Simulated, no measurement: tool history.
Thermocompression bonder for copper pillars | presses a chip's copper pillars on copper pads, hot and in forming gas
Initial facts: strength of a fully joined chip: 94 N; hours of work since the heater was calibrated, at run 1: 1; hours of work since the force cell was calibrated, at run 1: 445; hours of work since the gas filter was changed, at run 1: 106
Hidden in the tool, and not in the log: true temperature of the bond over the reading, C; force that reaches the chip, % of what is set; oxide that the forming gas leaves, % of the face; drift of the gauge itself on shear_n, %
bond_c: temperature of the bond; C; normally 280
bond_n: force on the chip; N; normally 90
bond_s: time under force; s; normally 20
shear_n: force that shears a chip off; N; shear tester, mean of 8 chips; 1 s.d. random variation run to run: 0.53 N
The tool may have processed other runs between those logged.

| run | hour | bond_c | bond_n | bond_s | hours of work since the heater was calibrated | hours of work since the force cell was calibrated | hours of work since the gas filter was changed | shear_n |
|---|---|---|---|---|---|---|---|---|
| 1 | 0 | 280 | 90 | 20 | 1 | 445 | 106 | 62.4 |
| 2 | 5.9 | 280 | 90 | 20 | 4 | 448 | 108 | 62.3 |
| 3 | 18.6 | 280 | 90 | 42 | 9 | 454 | 114 | 72.7 |
| 4 | 27.2 | 280 | 91 | 20 | 13 | 458 | 118 | 62.7 |
| 5 | 35.4 | 280 | 91 | 20 | 17 | 461 | 122 | 61.7 |
| 6 | 47 | 262 | 91 | 20 | 22 | 466 | 127 | 53.3 |
| 7 | 60.7 | 262 | 91 | 20 | 28 | 473 | 133 | 51.3 |
| 8 | 67.7 | 277 | 90 | 20 | 32 | 476 | 136 | 60.5 |
| 9 | 80.5 | 277 | 90 | 20 | 37 | 482 | 142 | 58.3 |
| 10 | 91.6 | 268 | 90 | 20 | 42 | 487 | 147 | 54.6 |
| 11 | 100.4 | 268 | 90 | 20 | 46 | 491 | 151 | 53.6 |
| 12 | 107.1 | 280 | 90 | 20 | 49 | 494 | 154 | 59.7 |
| 13 | 119.8 | 308 | 68 | 57 | 55 | 499 | 160 | 74.1 |
| 14 | 130.8 | 267 | 91 | 20 | 60 | 504 | 165 | 54.6 |
|  | 133.5 | force cell calibrated |
| 15 | 142.3 | 280 | 69 | 20 | 65 | 4 | 169 | 51.2 |
|  | 147.6 | forming gas filter changed |
| 16 | 151.9 | 279 | 74 | 16 | 69 | 8 | 2 | 56.1 |
| 17 | 164.3 | 280 | 60 | 37 | 74 | 14 | 8 | 61.6 |
| 18 | 176.1 | 275 | 68 | 36 | 80 | 19 | 13 | 63.8 |
| 19 | 182.1 | 277 | 98 | 37 | 82 | 22 | 16 | 80.2 |
|  | 184.9 | force cell calibrated, once more |
| 20 | 196.6 | 277 | 98 | 37 | 88 | 5 | 21 | 76.4 |
| 21 | 204.2 | 259 | 90 | 20 | 92 | 9 | 25 | 53.6 |
| 22 | 213.6 | 293 | 90 | 21 | 96 | 13 | 29 | 72.5 |
| 23 | 219.9 | 293 | 90 | 21 | 99 | 16 | 32 | 72.8 |

Alternative continuations, all from the tool just after run 23; predict every row:
| A | 229.9 | 272 | 94 | 31 | 103 | 20 | 37 | ? |
| B | 229.9 | 280 | 57 | 20 | 103 | 20 | 37 | ? |
| C | 229.9 | 283 | 97 | 23 | 103 | 20 | 37 | ? |
| D | 229.9 | 255 | 101 | 35 | 103 | 20 | 37 | ? |

| run | shear_n |
|---|---|
| A | 69.5 |
| B | 45.4 |
| C | 72.3 |
| D | 65.5 |
With no hidden state in the tool, these same runs would have given:
| run | shear_n |
|---|---|
| A | 70.8 |
| B | 46.1 |
| C | 73.7 |
| D | 66.6 |
